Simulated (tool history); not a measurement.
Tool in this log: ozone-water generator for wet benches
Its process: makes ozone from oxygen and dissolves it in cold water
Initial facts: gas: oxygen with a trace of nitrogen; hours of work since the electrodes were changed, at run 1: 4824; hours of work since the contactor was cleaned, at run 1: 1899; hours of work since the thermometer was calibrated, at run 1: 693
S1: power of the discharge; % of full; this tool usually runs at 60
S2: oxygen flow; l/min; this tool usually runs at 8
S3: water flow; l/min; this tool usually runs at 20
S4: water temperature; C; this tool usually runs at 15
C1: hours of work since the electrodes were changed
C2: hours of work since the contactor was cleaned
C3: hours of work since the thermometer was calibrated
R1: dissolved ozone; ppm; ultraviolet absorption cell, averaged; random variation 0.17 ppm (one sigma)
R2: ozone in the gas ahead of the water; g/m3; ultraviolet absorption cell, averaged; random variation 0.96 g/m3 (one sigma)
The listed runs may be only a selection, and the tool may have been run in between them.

run	hour	S1	S2	S3	S4	C1	C2	C3	R1	R2
1	0	60	8	20	15	4824	1899	693	23.8	163
2	75.1	60	8	20	15	4896	1972	766	23.7	163
3	140.6	60	8	20	15	4959	2035	829	23.6	163.2
4	264.9	60	8	20	15	5079	2155	949	23.6	162.3
5	374.8	60	8	27	15	5185	2261	1055	18.5	161.4
6	520.4	60	8	27	15	5326	2401	1195	18.6	161.7
7	585.9	60	5.73	27	15	5389	2464	1258	18.7	200.3
8	678.4	60	5.53	20	15	5478	2554	1347	24.7	204.4
9	743	60	8	20	15	5540	2616	1410	23.9	160.4
10	862.3	60	8	20	15	5655	2731	1525	23.6	161.5
11	943.2	60	4.28	20	15	5733	2809	1603	25.1	236.5
12	1065	60	4.95	20	15	5851	2927	1720	25.1	216.6
13	1187.3	60	4.95	20	15	5969	3045	1838	24.8	219.4
14	1280	60	4.95	20	15	6058	3134	1928	25.2	216.1
15	1340.1	60	4.95	20	15	6116	3192	1986	24.8	214
16	1463.7	60	7.76	20	15	6236	3311	2105	24	160.8
# hour 1578: gauge calibrated
17	1584.8	60	8.34	25	15	6352	3428	2222	19.7	156.9
18	1724.7	60	8.34	25	15	6487	3563	2357	19.7	159.6
19	1796.4	60	8	29	15	6556	3632	2426	17.2	162.6
20	1857	79	10.3	24	15	6615	3691	2484	24	167.6
21	1964.2	57	5.65	18	17	6718	3794	2588	25.3	196.3
22	2080.4	78	4.6	20	15	6830	3906	2700	30.4	276.2
23	2164.3	55	7.62	20	15	6911	3987	2781	22.5	153.6
24	2231.4	97	8	17	15	6976	4052	2845	37.2	225
25	2371.6	97	8	17	15	7111	4187	2981	37.2	226.4
26	2514.8	60	8	20	23	7249	4325	3119	20.3	159.9
27	2619.9	60	9.41	28	16	7351	4426	3220	17.5	143.1
28	2689.5	60	8	24	15	7418	4493	3287	20.4	160.5
29	2805.3	79	4.88	23	15	7530	4605	3399	26.8	264.8
30	2928.3	79	4.88	23	15	7648	4724	3518	27.1	264.4
# hour 3017.5: water thermometer calibrated
31	3074.9	79	4.88	23	15	7789	4865	55	26.9	263
32	3189	79	4.88	23	15	7899	4975	165	27	263.5

Consider 5 possible next runs. They are alternatives, not a sequence: every one starts from the tool as it was left by run 32. What does each give?
A	3335.4	60	8.6	29	9	8040	5116	307	?	?
B	3335.4	79	8.02	23	15	8040	5116	307	?	?
C	3335.4	60	8.83	20	20	8040	5116	307	?	?
D	3335.4	51	8	25	7	8040	5116	307	?	?
E	3335.4	60	8.41	20	15	8040	5116	307	?	?

run	R1	R2
A	18.9	149.8
B	25.6	193.3
C	21.3	147.4
D	19.9	139.8
E	23.5	151.3
What these runs would have given with no unlogged condition in the tool:
run	R1	R2
A	18.9	155.1
B	25.6	200.2
C	21.3	152.6
D	20	144.8
E	23.5	156.7
